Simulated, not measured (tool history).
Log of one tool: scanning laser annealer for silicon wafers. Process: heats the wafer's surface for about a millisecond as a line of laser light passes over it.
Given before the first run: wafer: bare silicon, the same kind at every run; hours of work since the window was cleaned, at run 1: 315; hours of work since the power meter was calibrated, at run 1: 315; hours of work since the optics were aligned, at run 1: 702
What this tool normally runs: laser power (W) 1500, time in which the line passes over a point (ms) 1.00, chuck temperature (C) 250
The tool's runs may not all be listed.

run    hour  laser power (W)  time in which the line passes over a point (ms)  chuck temperature (C)  hours of work since the window was cleaned  hours of work since the power meter was calibrated  hours of work since the optics were aligned  highest temperature of the surface (C)
  1     0.0             1500                                             1.00                    250                                         315                                                 315                                          702                                     996
  2    57.6             1500                                             1.00                    250                                         345                                                 345                                          732                                     995
  3    99.3             1500                                             1.00                    250                                         366                                                 366                                          754                                     996
  4   136.0             1500                                             0.72                    250                                         385                                                 385                                          773                                     884
  5   193.6             1500                                             0.72                    250                                         415                                                 415                                          802                                     884
  6   240.6             1500                                             0.72                    229                                         439                                                 439                                          827                                     862
  7   273.3             1375                                             1.00                    250                                         456                                                 456                                          844                                     924
  8   337.3             1375                                             1.00                    250                                         489                                                 489                                          877                                     923
  9   390.5             1375                                             1.00                    250                                         517                                                 517                                          904                                     925
 10   462.1             1500                                             1.00                    250                                         554                                                 554                                          941                                     992
 11   532.4             1500                                             1.00                    250                                         590                                                 590                                          978                                     988
 12   573.1             1500                                             1.00                    250                                         611                                                 611                                          999                                     988
 13   619.7             1641                                             1.00                    250                                         635                                                 635                                         1023                                    1064
      678.1  -- window over the wafer cleaned
 14   679.5             1641                                             1.00                    250                                           1                                                 665                                         1053                                    1057
 15   734.7             1612                                             0.99                    247                                          29                                                 693                                         1081                                    1035
 16   766.6             1583                                             0.82                    234                                          46                                                 710                                         1098                                     936
 17   818.8             1492                                             0.82                    213                                          73                                                 737                                         1125                                     871
 18   879.1             1492                                             0.75                    268                                         104                                                 768                                         1156                                     895
 19   943.7             1492                                             0.75                    268                                         137                                                 801                                         1189                                     891
      974.0  -- window over the wafer cleaned, once more
 20  1011.9             1492                                             0.75                    268                                          20                                                 836                                         1223                                     917
 21  1076.3             1496                                             0.86                    274                                          53                                                 869                                         1257                                     965
 22  1110.6             1496                                             0.86                    274                                          71                                                 887                                         1274                                     967
 23  1158.1             1496                                             0.90                    274                                          95                                                 911                                         1299                                     983
 24  1201.5             1496                                             0.90                    274                                         118                                                 934                                         1321                                     982
 25  1252.8             1496                                             0.90                    274                                         144                                                 960                                         1348                                     977
 26  1322.6             1500                                             0.99                    246                                         180                                                 996                                         1384                                     987
 27  1376.4             1577                                             0.95                    246                                         208                                                1024                                         1412                                    1014

For each entry between runs, how does the tool's hidden state at the last listed run before it compare with that at the first listed run after it?
Between runs 13 and 14: window over the wafer cleaned (hour 678.1)
  light that passes the window, % of a clean one's: 98.07 -> 97.26; laser's true power over the reading, %: -0.14 -> -0.15; width of the line over the set one, %: 1.94 -> 1.99
  measured value less the no-hidden-state value, highest temperature of the surface (C): -29 -> -37
Between runs 19 and 20: window over the wafer cleaned, once more (hour 974.0)
  light that passes the window, % of a clean one's: 96.89 -> 99.88; laser's true power over the reading, %: -0.19 -> -0.21; width of the line over the set one, %: 2.22 -> 2.28
  measured value less the no-hidden-state value, highest temperature of the surface (C): -33 -> -12

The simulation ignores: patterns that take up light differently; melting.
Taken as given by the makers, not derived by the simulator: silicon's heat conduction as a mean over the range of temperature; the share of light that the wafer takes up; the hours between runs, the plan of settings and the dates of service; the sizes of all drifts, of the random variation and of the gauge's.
